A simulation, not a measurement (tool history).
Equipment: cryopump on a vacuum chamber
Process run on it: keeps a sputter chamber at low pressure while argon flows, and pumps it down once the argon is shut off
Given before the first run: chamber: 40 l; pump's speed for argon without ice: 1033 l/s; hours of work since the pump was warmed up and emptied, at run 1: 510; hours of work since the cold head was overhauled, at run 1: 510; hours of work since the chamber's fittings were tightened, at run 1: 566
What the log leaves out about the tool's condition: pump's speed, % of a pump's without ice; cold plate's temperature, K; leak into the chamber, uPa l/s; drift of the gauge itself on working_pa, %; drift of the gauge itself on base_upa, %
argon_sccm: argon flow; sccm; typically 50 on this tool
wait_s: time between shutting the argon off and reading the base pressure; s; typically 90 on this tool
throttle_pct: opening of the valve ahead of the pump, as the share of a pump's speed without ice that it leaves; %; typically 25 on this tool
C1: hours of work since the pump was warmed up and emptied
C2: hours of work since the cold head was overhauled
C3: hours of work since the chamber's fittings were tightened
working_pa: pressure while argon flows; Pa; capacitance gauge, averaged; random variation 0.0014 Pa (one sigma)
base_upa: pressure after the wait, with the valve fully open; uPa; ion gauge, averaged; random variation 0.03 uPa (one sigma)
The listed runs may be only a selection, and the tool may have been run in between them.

run 1 hour=0.0 | argon_sccm=50 wait_s=90 throttle_pct=25 | C1=510 C2=510 C3=566 | working_pa=0.3421 base_upa=2.60
run 2 hour=35.7 | argon_sccm=50 wait_s=90 throttle_pct=16 | C1=527 C2=527 C3=583 | working_pa=0.5220 base_upa=2.68
run 3 hour=101.7 | argon_sccm=50 wait_s=90 throttle_pct=16 | C1=559 C2=559 C3=615 | working_pa=0.5234 base_upa=2.77
run 4 hour=142.2 | argon_sccm=50 wait_s=90 throttle_pct=25 | C1=579 C2=579 C3=635 | working_pa=0.3444 base_upa=2.80
run 5 hour=205.8 | argon_sccm=50 wait_s=90 throttle_pct=25 | C1=610 C2=610 C3=666 | working_pa=0.3410 base_upa=2.86
run 6 hour=264.6 | argon_sccm=50 wait_s=90 throttle_pct=25 | C1=639 C2=639 C3=695 | working_pa=0.3423 base_upa=2.94
run 7 hour=313.7 | argon_sccm=50 wait_s=90 throttle_pct=25 | C1=663 C2=663 C3=719 | working_pa=0.3444 base_upa=3.00
run 8 hour=394.8 | argon_sccm=50 wait_s=90 throttle_pct=25 | C1=702 C2=702 C3=759 | working_pa=0.3463 base_upa=3.11
run 9 hour=455.4 | argon_sccm=85 wait_s=90 throttle_pct=25 | C1=732 C2=732 C3=788 | working_pa=0.5855 base_upa=3.13
run 10 hour=508.4 | argon_sccm=85 wait_s=90 throttle_pct=25 | C1=758 C2=758 C3=814 | working_pa=0.5881 base_upa=3.30
run 11 hour=548.9 | argon_sccm=85 wait_s=90 throttle_pct=25 | C1=778 C2=778 C3=834 | working_pa=0.5852 base_upa=3.33
run 12 hour=625.8 | argon_sccm=85 wait_s=90 throttle_pct=25 | C1=815 C2=815 C3=871 | working_pa=0.5909 base_upa=3.41
-- hour=635.7 pump warmed up, emptied and cooled again
run 13 hour=674.5 | argon_sccm=85 wait_s=90 throttle_pct=25 | C1=19 C2=837 C3=893 | working_pa=0.5599 base_upa=3.05
run 14 hour=742.6 | argon_sccm=50 wait_s=54 throttle_pct=25 | C1=52 C2=870 C3=926 | working_pa=0.3296 base_upa=3.83
run 15 hour=806.0 | argon_sccm=50 wait_s=153 throttle_pct=25 | C1=83 C2=901 C3=957 | working_pa=0.3319 base_upa=2.67
run 16 hour=848.8 | argon_sccm=83 wait_s=90 throttle_pct=25 | C1=104 C2=922 C3=978 | working_pa=0.5478 base_upa=3.19
run 17 hour=917.9 | argon_sccm=83 wait_s=90 throttle_pct=20 | C1=138 C2=955 C3=1012 | working_pa=0.6874 base_upa=3.21
run 18 hour=962.1 | argon_sccm=50 wait_s=90 throttle_pct=25 | C1=159 C2=977 C3=1033 | working_pa=0.3282 base_upa=3.31
run 19 hour=1014.3 | argon_sccm=50 wait_s=90 throttle_pct=54 | C1=185 C2=1002 C3=1059 | working_pa=0.1571 base_upa=3.34
-- hour=1068.9 leaking fittings of the chamber tightened, without venting
run 20 hour=1082.0 | argon_sccm=50 wait_s=90 throttle_pct=54 | C1=217 C2=1035 C3=6 | working_pa=0.1571 base_upa=1.56
run 21 hour=1132.1 | argon_sccm=50 wait_s=90 throttle_pct=54 | C1=241 C2=1059 C3=31 | working_pa=0.1592 base_upa=1.58
run 22 hour=1181.4 | argon_sccm=71 wait_s=30 throttle_pct=25 | C1=265 C2=1083 C3=55 | working_pa=0.4767 base_upa=3.87
run 23 hour=1257.0 | argon_sccm=51 wait_s=119 throttle_pct=22 | C1=302 C2=1120 C3=92 | working_pa=0.3865 base_upa=1.41
run 24 hour=1305.7 | argon_sccm=51 wait_s=235 throttle_pct=22 | C1=326 C2=1144 C3=116 | working_pa=0.3880 base_upa=1.02
run 25 hour=1372.0 | argon_sccm=50 wait_s=90 throttle_pct=19 | C1=359 C2=1176 C3=148 | working_pa=0.4413 base_upa=1.77
run 26 hour=1419.4 | argon_sccm=55 wait_s=67 throttle_pct=16 | C1=382 C2=1199 C3=171 | working_pa=0.5705 base_upa=2.28

Run 27 comes next. What will it give?
run 27 hour=1467.7 | argon_sccm=51 wait_s=90 throttle_pct=26 | C1=405 C2=1223 C3=195 | working_pa=? base_upa=?

Run 27 yielded working_pa 0.3315 Pa, base_upa 1.92 uPa.
If the tool had no hidden condition, the same run with the same run-to-run variation would have returned working_pa 0.3205 Pa, base_upa 1.47 uPa.
